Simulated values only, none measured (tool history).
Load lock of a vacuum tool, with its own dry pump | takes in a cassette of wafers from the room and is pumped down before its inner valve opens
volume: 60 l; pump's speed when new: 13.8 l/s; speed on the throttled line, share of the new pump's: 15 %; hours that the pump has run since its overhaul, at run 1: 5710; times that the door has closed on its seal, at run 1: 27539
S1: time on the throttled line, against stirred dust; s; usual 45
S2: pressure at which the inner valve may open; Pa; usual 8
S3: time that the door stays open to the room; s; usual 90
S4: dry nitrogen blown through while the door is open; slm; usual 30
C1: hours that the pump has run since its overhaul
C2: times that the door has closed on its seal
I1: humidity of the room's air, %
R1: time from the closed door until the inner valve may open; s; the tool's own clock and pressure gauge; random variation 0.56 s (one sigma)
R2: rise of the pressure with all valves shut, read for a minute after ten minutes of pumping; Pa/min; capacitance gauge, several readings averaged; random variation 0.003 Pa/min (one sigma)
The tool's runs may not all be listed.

run 1 hour=0 | S1=45 S2=8 S3=90 S4=30 | C1=5710 C2=27539 | I1=46.8 | R1=82.8 R2=0.486
run 2 hour=103.6 | S1=45 S2=8 S3=90 S4=30 | C1=5814 C2=28058 | I1=40.5 | R1=82 R2=0.502
run 3 hour=204.6 | S1=45 S2=7 S3=90 S4=30 | C1=5914 C2=28562 | I1=46.1 | R1=83.8 R2=0.499
-- hour=221.9 door's seal changed, seat wiped
run 4 hour=317.5 | S1=45 S2=7 S3=90 S4=30 | C1=6026 C2=478 | I1=46.1 | R1=84.8 R2=0.026
run 5 hour=445.6 | S1=45 S2=7 S3=90 S4=30 | C1=6154 C2=1118 | I1=46 | R1=84.4 R2=0.026
run 6 hour=619.1 | S1=45 S2=7 S3=90 S4=30 | C1=6327 C2=1985 | I1=48.5 | R1=83.5 R2=0.033
run 7 hour=748.1 | S1=45 S2=7 S3=90 S4=26 | C1=6456 C2=2630 | I1=44.1 | R1=83.8 R2=0.043
run 8 hour=856.7 | S1=45 S2=7 S3=90 S4=26 | C1=6565 C2=3173 | I1=45.8 | R1=83 R2=0.046
run 9 hour=978.2 | S1=45 S2=7 S3=90 S4=26 | C1=6687 C2=3780 | I1=43.7 | R1=82.5 R2=0.048
run 10 hour=1082.7 | S1=45 S2=8 S3=90 S4=30 | C1=6791 C2=4303 | I1=43.9 | R1=83.1 R2=0.057
run 11 hour=1241.3 | S1=45 S2=8 S3=90 S4=30 | C1=6950 C2=5096 | I1=41.4 | R1=82.4 R2=0.06
run 12 hour=1339.3 | S1=45 S2=8 S3=90 S4=30 | C1=7048 C2=5586 | I1=47.6 | R1=83.3 R2=0.068
run 13 hour=1497.4 | S1=45 S2=8 S3=90 S4=30 | C1=7206 C2=6376 | I1=46.9 | R1=84.4 R2=0.078
run 14 hour=1571.7 | S1=45 S2=8 S3=90 S4=30 | C1=7280 C2=6747 | I1=41.6 | R1=83.1 R2=0.072
run 15 hour=1723.3 | S1=45 S2=15 S3=90 S4=5 | C1=7432 C2=7505 | I1=42.7 | R1=79.3 R2=0.101
run 16 hour=1878.7 | S1=22 S2=16 S3=115 S4=40 | C1=7587 C2=8282 | I1=48.3 | R1=61.4 R2=0.096
run 17 hour=2000 | S1=22 S2=16 S3=115 S4=40 | C1=7708 C2=8888 | I1=44.9 | R1=61.4 R2=0.102
run 18 hour=2146.3 | S1=22 S2=16 S3=115 S4=40 | C1=7855 C2=9620 | I1=45 | R1=60.9 R2=0.11
run 19 hour=2230.3 | S1=22 S2=16 S3=115 S4=40 | C1=7939 C2=10039 | I1=45.4 | R1=62 R2=0.114
run 20 hour=2406.8 | S1=48 S2=8 S3=90 S4=30 | C1=8115 C2=10922 | I1=49.2 | R1=87.1 R2=0.128
run 21 hour=2565.2 | S1=48 S2=8 S3=90 S4=30 | C1=8274 C2=11713 | I1=46.6 | R1=84.8 R2=0.135
run 22 hour=2717 | S1=56 S2=8 S3=94 S4=30 | C1=8425 C2=12472 | I1=47.6 | R1=93.4 R2=0.151
run 23 hour=2833.3 | S1=25 S2=8 S3=90 S4=16 | C1=8542 C2=13054 | I1=43.2 | R1=68 R2=0.169
run 24 hour=2949.2 | S1=68 S2=12 S3=90 S4=30 | C1=8658 C2=13633 | I1=45.5 | R1=100.2 R2=0.167
run 25 hour=3099.9 | S1=25 S2=16 S3=89 S4=30 | C1=8808 C2=14386 | I1=43.6 | R1=63.5 R2=0.185

3 ways to go on from here, each from the tool as it stands after run 25. What would each give?
run A hour=3256.4 | S1=25 S2=16 S3=42 S4=23 | C1=8965 C2=15168 | I1=45.7 | R1=? R2=?
run B hour=3256.4 | S1=45 S2=11 S3=109 S4=30 | C1=8965 C2=15168 | I1=44.5 | R1=? R2=?
run C hour=3256.4 | S1=45 S2=8 S3=182 S4=30 | C1=8965 C2=15168 | I1=44.8 | R1=? R2=?

run=A R1=63.9 R2=0.196
run=B R1=83.2 R2=0.202
run=C R1=84.1 R2=0.213
Without the tool's hidden state the same runs would have given:
run=A R1=59.3 R2=0.019
run=B R1=78.7 R2=0.025
run=C R1=79.5 R2=0.036
